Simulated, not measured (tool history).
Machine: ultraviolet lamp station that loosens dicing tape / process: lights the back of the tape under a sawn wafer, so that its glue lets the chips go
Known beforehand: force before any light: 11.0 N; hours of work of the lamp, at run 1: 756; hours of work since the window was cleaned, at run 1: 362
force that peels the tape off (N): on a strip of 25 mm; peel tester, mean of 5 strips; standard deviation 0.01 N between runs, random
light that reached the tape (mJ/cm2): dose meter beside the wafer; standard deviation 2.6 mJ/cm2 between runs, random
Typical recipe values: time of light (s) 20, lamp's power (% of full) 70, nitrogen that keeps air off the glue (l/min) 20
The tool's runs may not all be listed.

| run | hour | time of light (s) | lamp's power (% of full) | nitrogen that keeps air off the glue (l/min) | hours of work of the lamp | hours of work since the window was cleaned | force that peels the tape off (N) | light that reached the tape (mJ/cm2) |
|---|---|---|---|---|---|---|---|---|
| 1 | 0.0 | 20 | 70 | 20 | 756 | 362 | 1.416 | 218 |
| 2 | 28.1 | 20 | 70 | 20 | 773 | 379 | 1.350 | 213 |
| 3 | 73.0 | 20 | 94 | 20 | 801 | 406 | 0.765 | 281 |
| 4 | 112.6 | 20 | 94 | 20 | 825 | 431 | 0.776 | 274 |
| 5 | 143.1 | 20 | 94 | 20 | 844 | 450 | 0.817 | 269 |
| 6 | 183.3 | 20 | 70 | 20 | 868 | 474 | 1.650 | 199 |
| 7 | 213.4 | 20 | 70 | 20 | 887 | 493 | 1.667 | 195 |
|  | 219.2 | lamp changed |
| 8 | 262.5 | 20 | 70 | 20 | 27 | 522 | 0.588 | 304 |
| 9 | 310.6 | 20 | 70 | 18 | 56 | 552 | 0.692 | 306 |
| 10 | 344.5 | 20 | 95 | 18 | 77 | 573 | 0.286 | 409 |
| 11 | 372.4 | 20 | 95 | 18 | 94 | 590 | 0.302 | 408 |
|  | 420.6 | window cleaned of glue's vapour |
| 12 | 423.7 | 20 | 95 | 18 | 126 | 2 | 0.250 | 428 |
| 13 | 447.4 | 20 | 95 | 14 | 140 | 16 | 0.326 | 431 |
| 14 | 480.4 | 20 | 95 | 14 | 160 | 37 | 0.323 | 424 |
| 15 | 509.6 | 20 | 95 | 14 | 178 | 55 | 0.358 | 419 |
| 16 | 554.0 | 20 | 70 | 20 | 206 | 82 | 0.599 | 304 |
| 17 | 586.8 | 20 | 70 | 20 | 226 | 102 | 0.621 | 301 |
| 18 | 611.7 | 20 | 70 | 20 | 241 | 118 | 0.637 | 297 |
| 19 | 634.4 | 20 | 70 | 20 | 255 | 132 | 0.661 | 297 |
| 20 | 683.2 | 20 | 70 | 20 | 285 | 162 | 0.713 | 291 |
| 21 | 717.3 | 20 | 70 | 20 | 306 | 182 | 0.702 | 285 |
| 22 | 768.4 | 30 | 70 | 36 | 338 | 214 | 0.136 | 416 |
| 23 | 811.8 | 14 | 74 | 38 | 364 | 241 | 1.013 | 202 |
| 24 | 841.9 | 14 | 74 | 38 | 383 | 259 | 1.028 | 203 |
| 25 | 875.6 | 19 | 68 | 22 | 403 | 280 | 0.926 | 247 |
| 26 | 912.3 | 17 | 87 | 20 | 426 | 302 | 0.764 | 282 |
| 27 | 963.1 | 21 | 97 | 20 | 457 | 334 | 0.332 | 374 |
| 28 | 987.3 | 21 | 97 | 9 | 472 | 349 | 0.795 | 372 |
| 29 | 1039.2 | 27 | 71 | 23 | 504 | 381 | 0.389 | 343 |
| 30 | 1088.5 | 27 | 71 | 23 | 534 | 411 | 0.388 | 334 |
| 31 | 1133.3 | 10 | 74 | 6 | 562 | 438 | 4.783 | 125 |
| 32 | 1173.6 | 10 | 74 | 6 | 587 | 463 | 5.192 | 125 |
| 33 | 1209.2 | 20 | 86 | 36 | 609 | 485 | 0.434 | 291 |
| 34 | 1247.5 | 20 | 86 | 36 | 632 | 509 | 0.460 | 281 |
| 35 | 1288.1 | 13 | 86 | 9 | 657 | 534 | 3.053 | 173 |
| 36 | 1330.4 | 13 | 86 | 9 | 683 | 560 | 3.146 | 176 |
| 37 | 1372.1 | 37 | 95 | 20 | 709 | 585 | 0.108 | 541 |
| 38 | 1404.6 | 37 | 95 | 20 | 729 | 605 | 0.118 | 526 |
|  | 1428.4 | window cleaned of glue's vapour |
| 39 | 1447.3 | 37 | 95 | 7 | 755 | 12 | 0.337 | 561 |
| 40 | 1489.8 | 17 | 70 | 12 | 781 | 38 | 2.466 | 186 |
| 41 | 1516.0 | 20 | 74 | 8 | 797 | 54 | 2.303 | 233 |
| 42 | 1557.5 | 33 | 72 | 14 | 823 | 79 | 0.551 | 363 |

Some steps in force that peels the tape off (N), run to run, broken into two amounts with sign: the step expected even without the hidden condition (settings, incoming material, random variation), and the rest, left for the hidden condition together with whatever gauge scatter is not in both the measured and the hidden-condition-free result:
The hidden state here: lamp's light, % of a new lamp's; light that the window lets through, % of a clean one's; drift of the gauge itself on peel_n, %; drift of the gauge itself on dose_mj_cm2, %.
Run 30 -> 31: time of light (s) 27 -> 10, lamp's power (% of full) 71 -> 74, nitrogen that keeps air off the glue (l/min) 23 -> 6. force that peels the tape off (N) +4.395: hidden state +1.074, all else +3.321.
Run 32 -> 33: time of light (s) 10 -> 20, lamp's power (% of full) 74 -> 86, nitrogen that keeps air off the glue (l/min) 6 -> 36. force that peels the tape off (N) -4.758: hidden state -1.185, all else -3.573.
Run 34 -> 35: time of light (s) 20 -> 13, nitrogen that keeps air off the glue (l/min) 36 -> 9. force that peels the tape off (N) +2.593: hidden state +1.153, all else +1.440.
Run 36 -> 37: time of light (s) 13 -> 37, lamp's power (% of full) 86 -> 95, nitrogen that keeps air off the glue (l/min) 9 -> 20. force that peels the tape off (N) -3.038: hidden state -1.511, all else -1.527.
